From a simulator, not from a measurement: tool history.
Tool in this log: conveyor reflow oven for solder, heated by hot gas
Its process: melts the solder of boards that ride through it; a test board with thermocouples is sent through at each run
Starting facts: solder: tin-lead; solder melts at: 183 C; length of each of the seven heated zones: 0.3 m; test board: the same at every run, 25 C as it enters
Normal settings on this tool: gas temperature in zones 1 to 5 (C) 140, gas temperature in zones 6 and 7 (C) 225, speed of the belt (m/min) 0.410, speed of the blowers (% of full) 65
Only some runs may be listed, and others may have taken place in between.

run   hour  gas temperature in zones 1 to 5 (C)  gas temperature in zones 6 and 7 (C)  speed of the belt (m/min)  speed of the blowers (% of full)  highest temperature of the board (C)  time above the solder's melting point (s)
  1    0.0                                  140                                   225                      0.410                                65                                 205.5                                       53.0
  2   11.5                                  140                                   214                      0.410                                65                                 196.6                                       39.2
  3   30.9                                  140                                   214                      0.410                                65                                 196.5                                       39.1
  4   54.1                                  152                                   225                      0.410                                65                                 208.0                                       62.0
  5   71.1                                  152                                   225                      0.410                                65                                 207.9                                       61.8
  6   90.1                                  140                                   225                      0.410                                65                                 205.2                                       52.6
  7  102.1                                  140                                   225                      0.410                                65                                 205.0                                       52.5
  8  123.5                                  140                                   225                      0.410                                65                                 205.2                                       52.3
     142.0  -- flux residue cleaned out of gas plates and filters
  9  147.8                                  140                                   225                      0.410                                65                                 205.8                                       53.4
 10  163.2                                  140                                   225                      0.410                                65                                 205.7                                       53.3
 11  173.0                                  140                                   225                      0.410                                65                                 205.6                                       53.3
 12  195.3                                  140                                   225                      0.351                                65                                 210.1                                       70.6
 13  206.5                                  140                                   225                      0.351                                65                                 210.1                                       70.6
 14  222.2                                  140                                   225                      0.351                                65                                 210.1                                       70.4
 15  237.1                                  140                                   225                      0.351                                65                                 210.0                                       70.4
 16  255.4                                  153                                   224                      0.410                                83                                 209.4                                       66.0
 17  269.9                                  140                                   225                      0.410                                70                                 206.1                                       54.3
 18  288.8                                  140                                   225                      0.410                                70                                 206.4                                       54.5
 19  310.1                                  140                                   225                      0.410                                70                                 206.1                                       53.9
 20  330.6                                  134                                   225                      0.410                                70                                 204.7                                       50.1
 21  343.3                                  134                                   225                      0.410                                70                                 204.8                                       49.8
 22  360.3                                  127                                   240                      0.410                                65                                 214.5                                       57.8
 23  383.4                                  127                                   240                      0.407                                65                                 214.8                                       58.8
     397.8  -- flux residue cleaned out of gas plates and filters
 24  399.1                                  128                                   218                      0.475                                65                                 192.0                                       21.0
 25  412.0                                  147                                   230                      0.390                                57                                 210.8                                       66.0
 26  424.4                                  147                                   230                      0.390                                57                                 210.7                                       66.2
 27  435.2                                  140                                   225                      0.410                                69                                 206.1                                       54.1
 28  457.6                                  140                                   239                      0.410                                65                                 216.6                                       65.3
 29  470.1                                  140                                   239                      0.410                                65                                 216.4                                       65.2
 30  480.4                                  132                                   216                      0.410                                63                                 195.8                                       34.5

Forecast each of these 3 alternatives for the next run:
  A  494.8                                  140                                   223                      0.410                                61                                     ?                                          ?
  B  494.8                                  132                                   217                      0.410                                63                                     ?                                          ?
  C  494.8                                  132                                   231                      0.410                                87                                     ?                                          ?

run  highest temperature of the board (C)  time above the solder's melting point (s)
  A                                 202.9                                       49.0
  B                                 196.3                                       36.0
  C                                 211.8                                       58.6
With no hidden state in the tool, these same runs would have given:
run  highest temperature of the board (C)  time above the solder's melting point (s)
  A                                 204.4                                       50.9
  B                                 197.8                                       38.5
  C                                 213.5                                       60.1

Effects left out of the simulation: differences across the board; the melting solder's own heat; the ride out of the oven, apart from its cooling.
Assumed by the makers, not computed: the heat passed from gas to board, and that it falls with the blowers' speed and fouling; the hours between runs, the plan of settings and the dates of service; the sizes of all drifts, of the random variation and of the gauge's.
